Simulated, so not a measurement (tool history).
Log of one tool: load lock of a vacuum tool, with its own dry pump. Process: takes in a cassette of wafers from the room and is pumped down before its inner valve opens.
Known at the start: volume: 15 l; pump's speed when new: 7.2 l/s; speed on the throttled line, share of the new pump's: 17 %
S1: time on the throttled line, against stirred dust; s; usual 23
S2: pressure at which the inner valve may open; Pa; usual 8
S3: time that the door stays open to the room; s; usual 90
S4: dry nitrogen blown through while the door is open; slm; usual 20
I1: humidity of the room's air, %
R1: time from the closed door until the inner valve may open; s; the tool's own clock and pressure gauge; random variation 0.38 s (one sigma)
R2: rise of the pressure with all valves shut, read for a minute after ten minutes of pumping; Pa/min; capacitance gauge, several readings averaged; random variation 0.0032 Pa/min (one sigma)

Run 1, day 0.000: usual settings; I1 45.8. Result: R1 38.3 s, R2 0.112 Pa/min.
Run 2, day 12.979: usual settings but S2 15 Pa; I1 44.2. Result: R1 37.4 s, R2 0.105 Pa/min.
Run 3, day 22.746: usual settings but S1 20 s; I1 44.8. Result: R1 36.7 s, R2 0.110 Pa/min.
Run 4, day 29.446: usual settings; I1 43.6. Result: R1 38.8 s, R2 0.107 Pa/min.
Run 5, day 40.654: usual settings; I1 43.2. Result: R1 39.0 s, R2 0.110 Pa/min.
Run 6, day 46.938: usual settings; I1 43.5. Result: R1 38.4 s, R2 0.106 Pa/min.
Run 7, day 55.462: usual settings; I1 43.7. Result: R1 38.9 s, R2 0.101 Pa/min.
Run 8, day 66.046: usual settings; I1 41.5. Result: R1 38.8 s, R2 0.107 Pa/min.
Run 9, day 76.612: usual settings; I1 43.4. Result: R1 38.7 s, R2 0.108 Pa/min.
Run 10, day 90.025: usual settings; I1 46.8. Result: R1 39.5 s, R2 0.110 Pa/min.
Run 11, day 102.004: usual settings but S3 47 s; I1 47.0. Result: R1 39.4 s, R2 0.076 Pa/min.
Run 12, day 109.671: usual settings but S3 47 s; I1 46.7. Result: R1 38.7 s, R2 0.073 Pa/min.
Run 13, day 123.175: usual settings but S3 47 s; I1 43.4. Result: R1 38.5 s, R2 0.066 Pa/min.
Run 14, day 136.796: usual settings but S3 47 s; I1 41.3. Result: R1 38.8 s, R2 0.065 Pa/min.
Run 15, day 143.538: usual settings but S3 47 s; I1 44.7. Result: R1 39.4 s, R2 0.075 Pa/min.
Run 16, day 152.208: usual settings; I1 46.6. Result: R1 38.6 s, R2 0.114 Pa/min.
Run 17, day 162.567: usual settings; I1 44.2. Result: R1 39.9 s, R2 0.108 Pa/min.
Run 18, day 174.458: usual settings; I1 42.9. Result: R1 38.5 s, R2 0.108 Pa/min.
Run 19, day 188.775: usual settings but S2 16 Pa, S3 25 s, S4 34 slm; I1 47.7. Result: R1 37.6 s, R2 0.037 Pa/min.
Run 20, day 199.454: usual settings but S3 128 s, S4 15 slm; I1 47.2. Result: R1 38.9 s, R2 0.159 Pa/min.
Run 21, day 211.912: usual settings but S2 7 Pa, S3 43 s; I1 47.5. Result: R1 40.0 s, R2 0.072 Pa/min.
Run 22, day 221.188: usual settings but S2 7 Pa, S3 43 s; I1 48.2. Result: R1 39.1 s, R2 0.069 Pa/min.
Run 23, day 233.583: usual settings but S1 13 s, S3 86 s, S4 24 slm; I1 45.1. Result: R1 31.5 s, R2 0.101 Pa/min.
Run 24, day 241.258: usual settings but S1 13 s, S3 86 s, S4 24 slm; I1 48.6. Result: R1 30.4 s, R2 0.108 Pa/min.
Run 25, day 250.508: usual settings but S1 14 s, S3 39 s, S4 24 slm; I1 46.0. Result: R1 31.2 s, R2 0.059 Pa/min.
Run 26, day 257.375: usual settings but S1 14 s, S3 39 s, S4 24 slm; I1 44.9. Result: R1 32.2 s, R2 0.060 Pa/min.
Run 27, day 269.100: usual settings but S1 13 s; I1 48.7. Result: R1 30.2 s, R2 0.117 Pa/min.
Run 28, day 278.229: usual settings but S3 183 s; I1 44.0. Result: R1 38.7 s, R2 0.182 Pa/min.
Run 29, day 289.296: usual settings but S1 14 s, S2 6 Pa, S3 96 s, S4 9 slm; I1 45.6. Result: R1 31.8 s, R2 0.139 Pa/min.
Run 30, day 299.350: usual settings but S2 7 Pa; I1 48.7. Result: R1 39.3 s, R2 0.116 Pa/min.
Run 31, day 310.496: usual settings but S2 7 Pa; I1 46.1. Result: R1 39.8 s, R2 0.111 Pa/min.
Run 32, day 319.233: usual settings but S1 34 s, S2 7 Pa, S3 41 s, S4 7 slm; I1 44.4. Result: R1 49.1 s, R2 0.076 Pa/min.
Run 33, day 327.342: usual settings but S1 34 s, S2 7 Pa, S3 41 s, S4 7 slm; I1 47.3. Result: R1 48.5 s, R2 0.083 Pa/min.
Run 34, day 341.388: usual settings but S1 34 s, S2 7 Pa, S3 41 s, S4 7 slm; I1 45.3. Result: R1 47.9 s, R2 0.079 Pa/min.
Run 35, day 355.479: usual settings but S1 14 s, S4 22 slm; I1 46.0. Result: R1 31.3 s, R2 0.105 Pa/min.
Run 36, day 367.625: usual settings but S1 12 s, S2 15 Pa, S3 45 s, S4 38 slm; I1 43.8. Result: R1 28.2 s, R2 0.052 Pa/min.

Taken out of this log: 1 entry between the listed runs. Where each belongs, and how the hidden state differs across it:
Between runs 31 and 32: dry pump taken out, an overhauled one fitted (day 318.017)
  pump's speed, % of a new pump's: 99.9 -> 100; leak at the door's seal, Pa l/s: 0.0023 -> 0.0024

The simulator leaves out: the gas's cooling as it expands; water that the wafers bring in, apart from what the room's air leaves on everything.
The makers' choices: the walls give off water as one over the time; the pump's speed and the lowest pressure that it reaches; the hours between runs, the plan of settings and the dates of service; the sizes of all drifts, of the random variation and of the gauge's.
